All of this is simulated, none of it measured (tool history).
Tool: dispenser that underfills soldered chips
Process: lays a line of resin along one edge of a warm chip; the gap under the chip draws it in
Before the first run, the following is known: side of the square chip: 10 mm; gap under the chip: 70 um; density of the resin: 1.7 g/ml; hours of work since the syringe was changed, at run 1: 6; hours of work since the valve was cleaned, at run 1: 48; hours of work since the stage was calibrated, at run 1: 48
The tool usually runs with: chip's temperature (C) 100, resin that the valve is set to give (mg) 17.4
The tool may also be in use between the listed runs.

run   hour  chip's temperature (C)  resin that the valve is set to give (mg)  hours of work since the syringe was changed  hours of work since the valve was cleaned  hours of work since the stage was calibrated  time until the resin shows at the far edge (s)  resin that the valve gave (mg)
  1    0.0                     100                                      17.4                                            6                                         48                                            48                                           118.9                           16.85
  2    3.4                     100                                      17.4                                            9                                         51                                            51                                           142.1                           16.84
       6.9  -- new syringe of resin
  3    7.8                     100                                      22.3                                            1                                         54                                            54                                            81.6                           21.63
  4   11.8                     100                                      22.3                                            4                                         57                                            57                                            97.9                           21.41
  5   16.5                     100                                      21.1                                            7                                         61                                            61                                           123.2                           20.14
  6   19.3                     100                                      21.1                                            9                                         63                                            63                                           142.6                           20.25
      22.1  -- new syringe of resin
  7   24.9                     100                                      21.1                                            2                                         67                                            67                                            89.3                           20.30
  8   29.6                     100                                      17.4                                            6                                         70                                            70                                           113.6                           16.49
  9   32.5                     100                                      15.3                                            8                                         73                                            73                                           137.8                           14.64
      37.1  -- new syringe of resin
 10   37.2                     100                                      15.3                                            0                                         76                                            76                                            83.3                           14.36
 11   41.7                     100                                      15.3                                            4                                         80                                            80                                           106.5                           14.47
 12   45.1                     100                                      15.3                                            6                                         82                                            82                                           123.3                           14.46
 13   48.9                     112                                      17.4                                            9                                         85                                            85                                           100.8                           16.36
 14   51.3                     112                                      17.4                                           11                                         87                                            87                                           111.7                           16.38
      52.0  -- new syringe of resin
 15   56.7                     112                                      17.4                                            4                                         91                                            91                                            69.5                           16.15
 16   60.8                     102                                      17.4                                            7                                         94                                            94                                           117.9                           16.32
 17   64.1                     100                                      17.4                                            9                                         96                                            96                                           142.1                           16.25
      67.2  -- new syringe of resin
 18   68.9                     100                                      15.2                                            1                                        100                                           100                                            90.9                           14.17
 19   71.4                      92                                      17.4                                            3                                        102                                           102                                           127.9                           16.14
 20   74.5                     107                                      19.7                                            6                                        104                                           104                                            92.0                           18.24
 21   78.6                     114                                      18.9                                            9                                        107                                           107                                            89.0                           17.59
      82.3  -- new syringe of resin
 22   83.8                     108                                      19.6                                            1                                        111                                           111                                            66.2                           18.09
 23   87.6                      94                                      18.5                                            4                                        114                                           114                                           121.9                           16.95
 24   92.5                      94                                      18.5                                            8                                        118                                           118                                           154.9                           16.97
      97.4  -- new syringe of resin
 25   98.3                     108                                      15.6                                            1                                        122                                           122                                            67.1                           14.28
 26  101.8                      97                                      16.5                                            3                                        124                                           124                                           109.6                           15.05
 27  104.2                      90                                      17.4                                            5                                        126                                           126                                           153.4                           15.94
     105.7  -- dispensing valve cleaned and set on the balance
 28  110.6                     104                                      21.9                                            9                                          4                                           130                                           123.2                           22.03
     113.5  -- new syringe of resin
 29  116.3                     101                                      17.4                                            2                                          8                                           135                                            85.2                           17.36
 30  121.3                     115                                      16.5                                            6                                         12                                           138                                            74.1                           16.47
 31  125.7                     114                                      17.2                                            9                                         15                                           142                                            94.0                           17.05
     128.5  -- new syringe of resin
 32  129.2                     100                                      20.3                                            1                                         17                                           144                                            78.0                           20.02
 33  133.7                      99                                      15.8                                            4                                         21                                           148                                           105.7                           15.57
 34  136.6                      98                                      16.7                                            6                                         23                                           150                                           121.7                           16.41
 35  140.7                     103                                      21.1                                            9                                         26                                           153                                           127.8                           20.76
     143.7  -- new syringe of resin
 36  146.1                      91                                      18.9                                            2                                         30                                           157                                           115.3                           18.51

Measured less the same run without the tool's hidden state. The same run-to-run variation is in both; the gauge's scatter may not be:
What the log doesn't record here: resin's viscosity, % of fresh resin's; dose that the valve gives, % of what is set; true chip temperature over the reading, C; drift of the gauge itself on fill_s, %; drift of the gauge itself on given_mg, %.
run  time until the resin shows at the far edge (s)  resin that the valve gave (mg)
  1                                           +39.3                           -0.55
  2                                           +61.4                           -0.58
  3                                            +2.2                           -0.80
  4                                           +19.3                           -0.85
  5                                           +44.3                           -0.86
  6                                           +62.8                           -0.90
  7                                            +9.8                           -0.98
  8                                           +33.4                           -0.85
  9                                           +53.5                           -0.77
 10                                            +0.8                           -0.80
 11                                           +21.8                           -0.85
 12                                           +40.3                           -0.88
 13                                           +44.0                           -1.04
 14                                           +55.6                           -1.06
 15                                           +14.1                           -1.11
 16                                           +40.7                           -1.15
 17                                           +62.6                           -1.18
 18                                            +7.7                           -1.07
 19                                           +22.7                           -1.25
 20                                           +26.5                           -1.44
 21                                           +37.2                           -1.43
 22                                            +4.0                           -1.54
 23                                           +26.7                           -1.50
 24                                           +59.2                           -1.55
 25                                            +3.4                           -1.35
 26                                           +20.7                           -1.47
 27                                           +42.3                           -1.58
 28                                           +52.9                           +0.01
 29                                            +7.9                           -0.06
 30                                           +21.4                           -0.09
 31                                           +39.8                           -0.15
 32                                            -0.4                           -0.20
 33                                           +20.2                           -0.20
 34                                           +36.2                           -0.23
 35                                           +54.0                           -0.35
 36                                            +9.6                           -0.36
